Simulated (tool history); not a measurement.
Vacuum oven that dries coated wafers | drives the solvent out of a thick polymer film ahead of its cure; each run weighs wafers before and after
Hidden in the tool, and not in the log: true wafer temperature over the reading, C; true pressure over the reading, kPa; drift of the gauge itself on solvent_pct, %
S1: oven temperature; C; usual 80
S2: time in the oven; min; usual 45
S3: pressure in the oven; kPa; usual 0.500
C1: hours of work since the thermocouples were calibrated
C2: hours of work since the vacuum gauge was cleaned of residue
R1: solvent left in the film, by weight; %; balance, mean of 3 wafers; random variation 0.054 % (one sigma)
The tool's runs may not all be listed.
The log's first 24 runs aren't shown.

{"run": 25, "day": 53.162, "S1": 69, "S2": 24, "S3": 1.413, "C1": 711, "C2": 1645, "R1": 8.95}
{"run": 26, "day": 56.262, "S1": 80, "S2": 46, "S3": 1.181, "C1": 764, "C2": 1698, "R1": 3.27}
{"run": 27, "day": 59.275, "S1": 80, "S2": 45, "S3": 0.734, "C1": 815, "C2": 1748, "R1": 3.06}
{"run": 28, "day": 60.704, "S1": 80, "S2": 45, "S3": 0.733, "C1": 839, "C2": 1773, "R1": 3.09}
{"run": 29, "day": 62.275, "S1": 80, "S2": 45, "S3": 0.733, "C1": 865, "C2": 1799, "R1": 3.15}
{"run": 30, "day": 65.004, "S1": 80, "S2": 29, "S3": 1.189, "C1": 911, "C2": 1845, "R1": 4.98}
{"run": 31, "day": 67.258, "S1": 77, "S2": 24, "S3": 1.189, "C1": 950, "C2": 1883, "R1": 6.78}
{"run": 32, "day": 69.746, "S1": 83, "S2": 44, "S3": 1.958, "C1": 992, "C2": 1925, "R1": 3.24}
{"run": 33, "day": 72.021, "S1": 82, "S2": 45, "S3": 0.5, "C1": 1030, "C2": 1964, "R1": 2.51}
{"run": 34, "day": 73.354, "S1": 82, "S2": 45, "S3": 0.5, "C1": 1053, "C2": 1987, "R1": 2.42}

Run 35 comes next. What will it give?
{"run": 35, "day": 75.388, "S1": 82, "S2": 45, "S3": 0.5, "C1": 1087, "C2": 2021, "R1": "?"}

R1: 2.51 %
Without the tool's hidden state the same run would have given R1 1.50 %.
